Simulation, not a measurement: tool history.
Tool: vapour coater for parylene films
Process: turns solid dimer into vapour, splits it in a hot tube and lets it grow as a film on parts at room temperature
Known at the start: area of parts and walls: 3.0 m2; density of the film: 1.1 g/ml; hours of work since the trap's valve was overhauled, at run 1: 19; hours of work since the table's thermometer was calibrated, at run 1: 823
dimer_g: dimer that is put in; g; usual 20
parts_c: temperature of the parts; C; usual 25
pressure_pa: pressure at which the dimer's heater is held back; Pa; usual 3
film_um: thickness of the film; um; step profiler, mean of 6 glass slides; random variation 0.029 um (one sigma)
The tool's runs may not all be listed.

run	hour	dimer_g	parts_c	pressure_pa	hours of work since the trap's valve was overhauled	hours of work since the table's thermometer was calibrated	film_um
1	0	20	25	3	19	823	4.16
2	35.2	19	25	3	50	853	3.95
3	83	19	25	3	91	895	3.96
4	109.8	20	25	6.25	114	918	3.57
5	137.9	20	25	6.25	138	942	3.62
6	183	20	25	3	177	981	4.14
7	208.2	27	25	3	198	1002	5.47
8	267.8	20	27	3	250	1054	3.82
9	320.2	20	27	3	295	1099	3.74
10	377.1	32	27	3	344	1148	5.97
11	412	24	25	3	374	1178	4.84
12	442.7	24	25	3	400	1204	4.87
13	491.1	24	25	3	442	1246	4.78
14	530.7	24	25	3	476	1280	4.75
15	576.9	24	25	3	516	1319	4.74
16	627.7	24	25	3	559	1363	4.74
# hour 642.5: trap's valve overhauled
17	667.6	24	25	3	22	1394	5.01
18	722.7	24	25	3	69	1442	4.93
19	761.2	24	25	3	102	1475	4.93
20	821.9	24	25	3	154	1527	4.88
# hour 882.4: table's thermometer calibrated
21	882.4	24	25	3	206	0	4.83
22	932.1	24	25	3	248	43	4.81
23	969.8	24	25	3	281	75	4.75
24	1006	23	32	5.01	312	106	3.29
25	1050	33	29	3	350	144	5.65
26	1075.4	9	18	4.74	372	166	2.08
27	1116.3	8	20	2.26	407	201	1.99
# hour 1143.3: table's thermometer calibrated, once more
28	1169.1	20	24	2.64	451	22	4.26
29	1213.6	24	19	5.28	490	60	5.28
30	1242.1	24	19	5.28	514	85	5.24
31	1291.8	15	29	3	557	128	2.65
# hour 1308.9: trap's valve overhauled
32	1333.7	15	29	3	21	160	2.78
33	1364.8	15	29	3	48	187	2.77
34	1410.8	15	29	3	88	227	2.8
35	1446.3	15	29	3	118	257	2.77
36	1483.1	27	19	5.18	150	289	6.17
37	1514.6	20	25	4.73	177	316	3.84
38	1557.1	20	25	4.73	214	353	3.77
39	1597.3	20	25	2.49	248	387	4.27
40	1633.6	20	25	2.49	279	418	4.28
41	1692.4	24	25	10.78	330	469	3.81
42	1743.2	11	36	6.83	374	513	1.34

Measured less the same run without the tool's hidden state. The same run-to-run variation is in both; the gauge's scatter may not be:
The hidden state here: vapour lost through the trap's worn valve, %; true temperature of the parts over the reading, C; drift of the gauge itself on film_um, %.
run	film_um
1	-0.08
2	-0.09
3	-0.11
4	-0.11
5	-0.13
6	-0.16
7	-0.23
8	-0.19
9	-0.21
10	-0.37
11	-0.32
12	-0.34
13	-0.35
14	-0.38
15	-0.4
16	-0.44
17	-0.13
18	-0.17
19	-0.19
20	-0.22
21	-0.28
22	-0.31
23	-0.34
24	-0.24
25	-0.45
26	-0.16
27	-0.17
28	-0.25
29	-0.34
30	-0.35
31	-0.19
32	-0.01
33	-0.01
34	-0.03
35	-0.04
36	-0.11
37	-0.09
38	-0.1
39	-0.14
40	-0.16
41	-0.17
42	-0.07
